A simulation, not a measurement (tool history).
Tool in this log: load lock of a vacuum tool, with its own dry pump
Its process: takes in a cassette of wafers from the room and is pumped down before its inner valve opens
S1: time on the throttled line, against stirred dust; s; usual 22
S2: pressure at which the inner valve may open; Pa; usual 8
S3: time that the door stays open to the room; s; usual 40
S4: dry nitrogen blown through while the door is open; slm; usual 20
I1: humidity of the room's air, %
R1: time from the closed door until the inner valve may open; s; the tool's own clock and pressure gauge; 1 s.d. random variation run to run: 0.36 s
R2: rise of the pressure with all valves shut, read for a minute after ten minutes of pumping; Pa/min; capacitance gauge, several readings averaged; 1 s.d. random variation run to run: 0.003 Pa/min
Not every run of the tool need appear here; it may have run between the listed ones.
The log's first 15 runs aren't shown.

run,hour,S1,S2,S3,S4,I1,R1,R2
16,6408.4,22,8,193,20,44.7,34.1,0.075
17,6983.8,17,8,40,20,47.7,29.1,0.056
18,7418.1,17,8,40,20,46.1,30.2,0.065
19,7666.9,17,8,122,4,45.5,29.8,0.101
20,8098.2,11,10,91,5,41.1,24.3,0.088
21,8490.8,42,14,54,26,48.2,51.2,0.071
22,8794.7,22,16,40,20,44.9,33.2,0.077
23,9387.2,22,16,40,20,46.2,33.8,0.075
24,9703.0,13,12,80,20,40.7,26.4,0.082
25,10022.4,22,8,40,29,39.7,34.1,0.078
26,10273.8,24,10,224,9,47.1,36.0,0.121
27,10845.1,36,12,114,23,44.6,47.5,0.092
28,11196.6,36,12,114,23,43.4,46.2,0.096
29,11686.2,40,12,114,20,45.2,50.3,0.102
30,12165.6,40,12,114,20,43.2,50.1,0.103
31,12414.0,40,12,57,9,46.0,50.2,0.107
32,12889.4,13,14,40,6,40.9,26.3,0.111
33,13268.8,13,8,40,24,45.8,27.4,0.103
# hour 13573.0: dry pump taken out, an overhauled one fitted
34,13695.5,26,8,39,6,44.2,36.9,0.118
35,14128.1,26,8,39,6,45.2,36.0,0.122
36,14466.1,22,14,40,20,45.7,31.8,0.118

Here are 3 independent what-if runs from the current tool condition. What would each one return?
A,14824.6,22,8,70,20,43.1,?,?
B,14824.6,22,7,40,12,45.3,?,?
C,14824.6,22,10,40,11,44.7,?,?

run,R1,R2
A,32.3,0.119
B,33.7,0.125
C,32.4,0.128
Had the tool no hidden state, the same runs would have come out as:
run,R1,R2
A,32.1,0.023
B,33.5,0.027
C,32.2,0.029

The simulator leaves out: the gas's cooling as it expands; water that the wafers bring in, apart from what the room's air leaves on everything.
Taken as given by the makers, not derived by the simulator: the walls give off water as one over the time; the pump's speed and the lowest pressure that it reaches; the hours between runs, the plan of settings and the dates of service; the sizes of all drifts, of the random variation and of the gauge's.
